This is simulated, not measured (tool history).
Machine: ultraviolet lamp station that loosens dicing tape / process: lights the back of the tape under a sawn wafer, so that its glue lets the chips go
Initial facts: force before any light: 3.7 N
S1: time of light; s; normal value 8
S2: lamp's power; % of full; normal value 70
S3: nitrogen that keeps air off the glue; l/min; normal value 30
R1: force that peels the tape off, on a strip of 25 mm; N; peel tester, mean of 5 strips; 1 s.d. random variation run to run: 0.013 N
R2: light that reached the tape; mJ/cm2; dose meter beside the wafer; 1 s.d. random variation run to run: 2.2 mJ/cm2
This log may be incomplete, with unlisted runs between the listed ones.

Run 1, hour 0: usual settings. Result: R1 0.67 N, R2 167 mJ/cm2.
Run 2, hour 14.5: usual settings. Result: R1 0.672 N, R2 168 mJ/cm2.
Run 3, hour 31.1: usual settings but S1 5 s. Result: R1 1.239 N, R2 107 mJ/cm2.
Run 4, hour 50: usual settings but S1 5 s. Result: R1 1.223 N, R2 104 mJ/cm2.
Run 5, hour 60.9: usual settings but S1 5 s. Result: R1 1.212 N, R2 105 mJ/cm2.
Run 6, hour 72.9: usual settings but S1 5 s. Result: R1 1.274 N, R2 104 mJ/cm2.
Run 7, hour 86.6: usual settings but S1 5 s. Result: R1 1.228 N, R2 104 mJ/cm2.
Run 8, hour 97.7: usual settings but S1 5 s. Result: R1 1.248 N, R2 101 mJ/cm2.
Run 9, hour 108.8: usual settings but S1 5 s. Result: R1 1.254 N, R2 106 mJ/cm2.
Run 10, hour 127.8: usual settings but S1 5 s. Result: R1 1.246 N, R2 105 mJ/cm2.
Run 11, hour 146.1: usual settings but S1 5 s. Result: R1 1.231 N, R2 104 mJ/cm2.
Run 12, hour 159: usual settings but S1 5 s, S3 19 l/min. Result: R1 1.472 N, R2 105 mJ/cm2.
Run 13, hour 172: usual settings but S2 92 % of full. Result: R1 0.476 N, R2 215 mJ/cm2.
Run 14, hour 187.4: usual settings but S2 92 % of full. Result: R1 0.485 N, R2 214 mJ/cm2.
Run 15, hour 198.5: usual settings but S3 14 l/min. Result: R1 1.026 N, R2 160 mJ/cm2.
Run 16, hour 211.2: usual settings but S3 14 l/min. Result: R1 1.085 N, R2 164 mJ/cm2.
Run 17, hour 222.5: usual settings but S3 14 l/min. Result: R1 1.064 N, R2 166 mJ/cm2.
Run 18, hour 239.4: usual settings but S3 40 l/min. Result: R1 0.649 N, R2 161 mJ/cm2.
Run 19, hour 251.9: usual settings but S3 40 l/min. Result: R1 0.604 N, R2 160 mJ/cm2.
Run 20, hour 264.6: usual settings but S3 40 l/min. Result: R1 0.653 N, R2 160 mJ/cm2.
Run 21, hour 278.3: usual settings but S3 40 l/min. Result: R1 0.647 N, R2 156 mJ/cm2.
Run 22, hour 287: usual settings but S1 5 s, S3 15 l/min. Result: R1 1.601 N, R2 103 mJ/cm2.
Run 23, hour 301.5: usual settings but S1 12 s, S2 92 % of full, S3 18 l/min. Result: R1 0.349 N, R2 319 mJ/cm2.
Run 24, hour 320.5: usual settings but S3 16 l/min. Result: R1 1.04 N, R2 157 mJ/cm2.
Run 25, hour 331.5: usual settings but S2 98 % of full, S3 12 l/min. Result: R1 0.796 N, R2 223 mJ/cm2.
Run 26, hour 347: usual settings but S1 4 s, S3 26 l/min. Result: R1 1.682 N, R2 80 mJ/cm2.
Run 27, hour 363.7: usual settings but S1 5 s, S2 83 % of full, S3 20 l/min. Result: R1 1.335 N, R2 116 mJ/cm2.
Run 28, hour 376.6: usual settings but S1 5 s, S2 83 % of full, S3 20 l/min. Result: R1 1.296 N, R2 116 mJ/cm2.
Run 29, hour 385.1: usual settings but S2 89 % of full, S3 18 l/min. Result: R1 0.715 N, R2 200 mJ/cm2.
Run 30, hour 394.3: usual settings but S2 89 % of full, S3 18 l/min. Result: R1 0.712 N, R2 198 mJ/cm2.
Run 31, hour 412.3: usual settings but S1 13 s, S2 66 % of full. Result: R1 0.414 N, R2 235 mJ/cm2.
Run 32, hour 420.8: usual settings but S1 13 s, S2 66 % of full, S3 54 l/min. Result: R1 0.317 N, R2 236 mJ/cm2.
Run 33, hour 438.3: usual settings but S1 13 s, S2 66 % of full, S3 54 l/min. Result: R1 0.322 N, R2 237 mJ/cm2.
Run 34, hour 450.1: usual settings but S1 13 s, S2 66 % of full, S3 54 l/min. Result: R1 0.308 N, R2 235 mJ/cm2.
Run 35, hour 467.4: usual settings but S1 13 s, S2 79 % of full, S3 45 l/min. Result: R1 0.273 N, R2 282 mJ/cm2.
At hour 469.2: window cleaned of glue's vapour.
Run 36, hour 481.4: usual settings but S2 89 % of full, S3 11 l/min. Result: R1 0.822 N, R2 216 mJ/cm2.
Run 37, hour 490.4: usual settings but S1 9 s, S3 20 l/min. Result: R1 0.76 N, R2 193 mJ/cm2.
Run 38, hour 508.6: usual settings but S2 80 % of full. Result: R1 0.567 N, R2 186 mJ/cm2.
Run 39, hour 527.8: usual settings but S2 80 % of full. Result: R1 0.564 N, R2 187 mJ/cm2.
Run 40, hour 540.1: usual settings but S1 9 s, S2 82 % of full, S3 17 l/min. Result: R1 0.664 N, R2 219 mJ/cm2.
Run 41, hour 548: usual settings but S1 10 s, S2 60 % of full. Result: R1 0.639 N, R2 179 mJ/cm2.
Run 42, hour 557.5: usual settings. Result: R1 0.711 N, R2 166 mJ/cm2.

Below are 5 alternative next runs, each starting from the tool's condition after run 42. Predict each:
Run A, hour 577.1: usual settings but S2 81 % of full. Result: R1 ?, R2 ?.
Run B, hour 577.1: usual settings but S1 12 s, S2 62 % of full. Result: R1 ?, R2 ?.
Run C, hour 577.1: usual settings but S1 5 s, S2 87 % of full, S3 23 l/min. Result: R1 ?, R2 ?.
Run D, hour 577.1: usual settings but S1 15 s, S2 71 % of full. Result: R1 ?, R2 ?.
Run E, hour 577.1: usual settings but S1 6 s, S3 39 l/min. Result: R1 ?, R2 ?.

run     R1   R2
  A  0.555  191
  B  0.446  218
  C  1.124  128
  D  0.292  315
  E  0.902  124
Take away the tool's hidden state, keep each run's random variation, and the runs would have read:
run     R1   R2
  A  0.471  213
  B  0.377  243
  C  0.988  143
  D  0.259  352
  E  0.782  138
